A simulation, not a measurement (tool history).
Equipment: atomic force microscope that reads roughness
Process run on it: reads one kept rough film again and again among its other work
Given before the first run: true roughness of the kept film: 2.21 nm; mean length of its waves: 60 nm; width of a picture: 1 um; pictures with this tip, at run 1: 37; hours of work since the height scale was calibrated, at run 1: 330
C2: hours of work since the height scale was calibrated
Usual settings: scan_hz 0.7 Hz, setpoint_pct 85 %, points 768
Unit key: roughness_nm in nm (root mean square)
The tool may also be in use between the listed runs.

run 1 hour=0 | scan_hz=0.7 setpoint_pct=85 points=768 | pictures_with_this_tip=37 C2=330 | roughness_nm=1.945
-- hour=34.1 new tip fitted
run 2 hour=55.4 | scan_hz=0.7 setpoint_pct=85 points=768 | pictures_with_this_tip=35 C2=360 | roughness_nm=1.969
-- hour=91.9 new tip fitted
run 3 hour=111.9 | scan_hz=0.7 setpoint_pct=88 points=768 | pictures_with_this_tip=33 C2=390 | roughness_nm=1.948
-- hour=148.1 new tip fitted
run 4 hour=171.8 | scan_hz=0.7 setpoint_pct=85 points=467 | pictures_with_this_tip=39 C2=422 | roughness_nm=1.966
-- hour=200.2 new tip fitted
run 5 hour=231.2 | scan_hz=0.7 setpoint_pct=85 points=467 | pictures_with_this_tip=51 C2=454 | roughness_nm=1.948
-- hour=253.6 new tip fitted
run 6 hour=291 | scan_hz=0.7 setpoint_pct=85 points=768 | pictures_with_this_tip=61 C2=487 | roughness_nm=1.944
-- hour=308.1 new tip fitted
run 7 hour=334.5 | scan_hz=0.7 setpoint_pct=74 points=768 | pictures_with_this_tip=43 C2=510 | roughness_nm=2.023
-- hour=360.5 new tip fitted
run 8 hour=363.6 | scan_hz=0.7 setpoint_pct=74 points=768 | pictures_with_this_tip=5 C2=525 | roughness_nm=2.089
run 9 hour=390.7 | scan_hz=0.7 setpoint_pct=85 points=768 | pictures_with_this_tip=50 C2=540 | roughness_nm=1.953
-- hour=414.6 new tip fitted
run 10 hour=446.5 | scan_hz=0.7 setpoint_pct=85 points=768 | pictures_with_this_tip=53 C2=570 | roughness_nm=1.957
-- hour=466.6 new tip fitted
run 11 hour=497.5 | scan_hz=0.7 setpoint_pct=58 points=768 | pictures_with_this_tip=51 C2=597 | roughness_nm=2.077
-- hour=519.4 new tip fitted
run 12 hour=549.4 | scan_hz=0.7 setpoint_pct=85 points=768 | pictures_with_this_tip=49 C2=625 | roughness_nm=1.942
-- hour=574.1 new tip fitted
run 13 hour=611.5 | scan_hz=0.903 setpoint_pct=84 points=768 | pictures_with_this_tip=62 C2=659 | roughness_nm=1.908
-- hour=627 new tip fitted
run 14 hour=645 | scan_hz=0.677 setpoint_pct=85 points=768 | pictures_with_this_tip=30 C2=677 | roughness_nm=1.991
run 15 hour=678 | scan_hz=0.677 setpoint_pct=85 points=768 | pictures_with_this_tip=84 C2=694 | roughness_nm=1.904
-- hour=684.4 new tip fitted
run 16 hour=708 | scan_hz=2.723 setpoint_pct=57 points=535 | pictures_with_this_tip=39 C2=710 | roughness_nm=1.995
-- hour=712.5 height scale calibrated on a step standard
-- hour=741.5 new tip fitted
run 17 hour=774.3 | scan_hz=1.111 setpoint_pct=85 points=535 | pictures_with_this_tip=54 C2=33 | roughness_nm=1.892
-- hour=798.6 new tip fitted
run 18 hour=817.9 | scan_hz=0.7 setpoint_pct=85 points=727 | pictures_with_this_tip=32 C2=57 | roughness_nm=2
-- hour=854.6 new tip fitted
run 19 hour=871 | scan_hz=0.7 setpoint_pct=85 points=727 | pictures_with_this_tip=27 C2=85 | roughness_nm=1.983
run 20 hour=905.2 | scan_hz=1.26 setpoint_pct=68 points=459 | pictures_with_this_tip=83 C2=104 | roughness_nm=1.96
-- hour=910 new tip fitted
run 21 hour=959.6 | scan_hz=0.7 setpoint_pct=85 points=602 | pictures_with_this_tip=82 C2=133 | roughness_nm=1.935
-- hour=963.9 new tip fitted
run 22 hour=1014.4 | scan_hz=0.591 setpoint_pct=71 points=539 | pictures_with_this_tip=83 C2=162 | roughness_nm=2.015
-- hour=1020.4 new tip fitted
-- hour=1043.2 height scale calibrated on a step standard, once more
run 23 hour=1049.9 | scan_hz=0.591 setpoint_pct=71 points=539 | pictures_with_this_tip=47 C2=4 | roughness_nm=2.04

Forecast each of these 3 alternatives for the next run:
-- hour=1076 new tip fitted
run A hour=1104.8 | scan_hz=1.36 setpoint_pct=72 points=298 | pictures_with_this_tip=47 C2=33 | roughness_nm=?
-- hour=1076 new tip fitted
run B hour=1104.8 | scan_hz=0.7 setpoint_pct=60 points=839 | pictures_with_this_tip=47 C2=33 | roughness_nm=?
-- hour=1076 new tip fitted
run C hour=1104.8 | scan_hz=0.732 setpoint_pct=61 points=662 | pictures_with_this_tip=47 C2=33 | roughness_nm=?

run=A roughness_nm=1.949
run=B roughness_nm=2.054
run=C roughness_nm=2.06
Had the tool no hidden state, the same runs would have come out as:
run=A roughness_nm=2.011
run=B roughness_nm=2.12
run=C roughness_nm=2.127
